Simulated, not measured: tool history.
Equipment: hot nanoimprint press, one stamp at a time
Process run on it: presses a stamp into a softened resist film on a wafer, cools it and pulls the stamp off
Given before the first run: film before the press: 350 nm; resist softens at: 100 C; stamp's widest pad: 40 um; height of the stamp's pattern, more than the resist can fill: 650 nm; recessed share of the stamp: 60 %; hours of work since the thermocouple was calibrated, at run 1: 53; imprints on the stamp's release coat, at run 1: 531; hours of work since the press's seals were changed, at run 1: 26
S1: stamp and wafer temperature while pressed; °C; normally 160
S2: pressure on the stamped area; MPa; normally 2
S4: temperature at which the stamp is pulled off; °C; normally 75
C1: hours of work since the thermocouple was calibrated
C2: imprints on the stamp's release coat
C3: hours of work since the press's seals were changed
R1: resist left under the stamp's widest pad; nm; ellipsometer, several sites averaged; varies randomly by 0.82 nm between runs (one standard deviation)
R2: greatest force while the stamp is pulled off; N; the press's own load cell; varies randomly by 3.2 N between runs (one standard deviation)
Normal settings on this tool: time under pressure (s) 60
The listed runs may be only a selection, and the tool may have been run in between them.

{"run": 1, "hour": 0.0, "S1": 160, "S2": 2, "time under pressure (s)": 60, "S4": 75, "C1": 53, "C2": 531, "C3": 26, "R1": 158.3, "R2": 172}
{"run": 2, "hour": 20.3, "S1": 160, "S2": 2, "time under pressure (s)": 60, "S4": 75, "C1": 65, "C2": 569, "C3": 37, "R1": 157, "R2": 173}
{"hour": 49.8, "done": "stamp cleaned and given a new release coat"}
{"run": 3, "hour": 59.2, "S1": 160, "S2": 2, "time under pressure (s)": 60, "S4": 80, "C1": 84, "C2": 18, "C3": 57, "R1": 158.2, "R2": 144}
{"run": 4, "hour": 91.8, "S1": 160, "S2": 2, "time under pressure (s)": 60, "S4": 75, "C1": 103, "C2": 78, "C3": 76, "R1": 157.2, "R2": 161}
{"run": 5, "hour": 108.1, "S1": 160, "S2": 2, "time under pressure (s)": 60, "S4": 75, "C1": 113, "C2": 108, "C3": 85, "R1": 156.7, "R2": 149}
{"run": 6, "hour": 133.9, "S1": 160, "S2": 2, "time under pressure (s)": 60, "S4": 82, "C1": 128, "C2": 156, "C3": 100, "R1": 156.9, "R2": 137}
{"run": 7, "hour": 157.0, "S1": 160, "S2": 2, "time under pressure (s)": 60, "S4": 82, "C1": 141, "C2": 199, "C3": 114, "R1": 156.9, "R2": 143}
{"run": 8, "hour": 187.5, "S1": 160, "S2": 2, "time under pressure (s)": 60, "S4": 75, "C1": 159, "C2": 256, "C3": 131, "R1": 158.3, "R2": 160}
{"run": 9, "hour": 208.2, "S1": 160, "S2": 1.51, "time under pressure (s)": 60, "S4": 75, "C1": 171, "C2": 294, "C3": 143, "R1": 176.2, "R2": 161}
{"run": 10, "hour": 240.7, "S1": 160, "S2": 1.51, "time under pressure (s)": 60, "S4": 75, "C1": 190, "C2": 354, "C3": 162, "R1": 176.1, "R2": 168}
{"run": 11, "hour": 273.1, "S1": 160, "S2": 1.51, "time under pressure (s)": 60, "S4": 75, "C1": 209, "C2": 414, "C3": 181, "R1": 177.3, "R2": 163}
{"run": 12, "hour": 295.3, "S1": 160, "S2": 1.51, "time under pressure (s)": 60, "S4": 75, "C1": 222, "C2": 456, "C3": 194, "R1": 176, "R2": 165}
{"run": 13, "hour": 328.7, "S1": 160, "S2": 1.51, "time under pressure (s)": 60, "S4": 75, "C1": 241, "C2": 517, "C3": 214, "R1": 174.2, "R2": 172}
{"hour": 334.0, "done": "plate thermocouple calibrated"}
{"run": 14, "hour": 353.9, "S1": 160, "S2": 1.51, "time under pressure (s)": 60, "S4": 75, "C1": 12, "C2": 559, "C3": 227, "R1": 174.6, "R2": 182}
{"run": 15, "hour": 373.5, "S1": 160, "S2": 1.51, "time under pressure (s)": 60, "S4": 75, "C1": 23, "C2": 595, "C3": 238, "R1": 173.1, "R2": 181}
{"hour": 386.8, "done": "stamp cleaned and given a new release coat"}
{"run": 16, "hour": 409.7, "S1": 149, "S2": 1.51, "time under pressure (s)": 60, "S4": 75, "C1": 41, "C2": 42, "C3": 256, "R1": 258, "R2": 157}
{"run": 17, "hour": 437.8, "S1": 158, "S2": 1.49, "time under pressure (s)": 91, "S4": 75, "C1": 57, "C2": 94, "C3": 272, "R1": 163.9, "R2": 158}
{"run": 18, "hour": 469.5, "S1": 160, "S2": 1.49, "time under pressure (s)": 91, "S4": 67, "C1": 75, "C2": 153, "C3": 290, "R1": 148.6, "R2": 177}
{"hour": 475.7, "done": "plate thermocouple calibrated, once more"}
{"run": 19, "hour": 488.8, "S1": 167, "S2": 2.37, "time under pressure (s)": 91, "S4": 79, "C1": 8, "C2": 183, "C3": 300, "R1": 89.4, "R2": 155}
{"run": 20, "hour": 520.1, "S1": 167, "S2": 2.37, "time under pressure (s)": 91, "S4": 79, "C1": 26, "C2": 241, "C3": 318, "R1": 90.1, "R2": 150}
{"run": 21, "hour": 537.9, "S1": 167, "S2": 2.37, "time under pressure (s)": 91, "S4": 79, "C1": 36, "C2": 274, "C3": 329, "R1": 88.9, "R2": 158}
{"run": 22, "hour": 564.3, "S1": 167, "S2": 2.37, "time under pressure (s)": 49, "S4": 79, "C1": 52, "C2": 323, "C3": 344, "R1": 117.7, "R2": 156}
{"run": 23, "hour": 592.6, "S1": 166, "S2": 2, "time under pressure (s)": 60, "S4": 75, "C1": 68, "C2": 376, "C3": 360, "R1": 119.7, "R2": 167}
{"run": 24, "hour": 609.9, "S1": 166, "S2": 2, "time under pressure (s)": 60, "S4": 75, "C1": 78, "C2": 408, "C3": 371, "R1": 121.6, "R2": 164}
{"run": 25, "hour": 629.1, "S1": 166, "S2": 2, "time under pressure (s)": 60, "S4": 75, "C1": 89, "C2": 443, "C3": 382, "R1": 121.3, "R2": 173}

Results per run with the tool's hidden condition removed, run-to-run variation unchanged:
What the log doesn't record here: true temperature over the reading, C; pressure that arrives at the usual setting, %; grip of the stamp's worn release coat, % over a new coat's; drift of the gauge itself on residual_nm, %; drift of the gauge itself on pull_off_n, %.
run=1 R1=157.6 R2=150
run=2 R1=156.4 R2=150
run=3 R1=157.8 R2=143
run=4 R1=157 R2=158
run=5 R1=156.7 R2=144
run=6 R1=157.1 R2=132
run=7 R1=157.2 R2=136
run=8 R1=158.8 R2=150
run=9 R1=177 R2=149
run=10 R1=177.1 R2=154
run=11 R1=178.5 R2=147
run=12 R1=177.4 R2=147
run=13 R1=175.9 R2=152
run=14 R1=177.6 R2=160
run=15 R1=176.2 R2=157
run=16 R1=261.6 R2=156
run=17 R1=167.5 R2=156
run=18 R1=152.1 R2=171
run=19 R1=88.5 R2=148
run=20 R1=89.3 R2=141
run=21 R1=88.2 R2=148
run=22 R1=116.9 R2=143
run=23 R1=119.2 R2=152
run=24 R1=121.2 R2=148
run=25 R1=120.9 R2=155
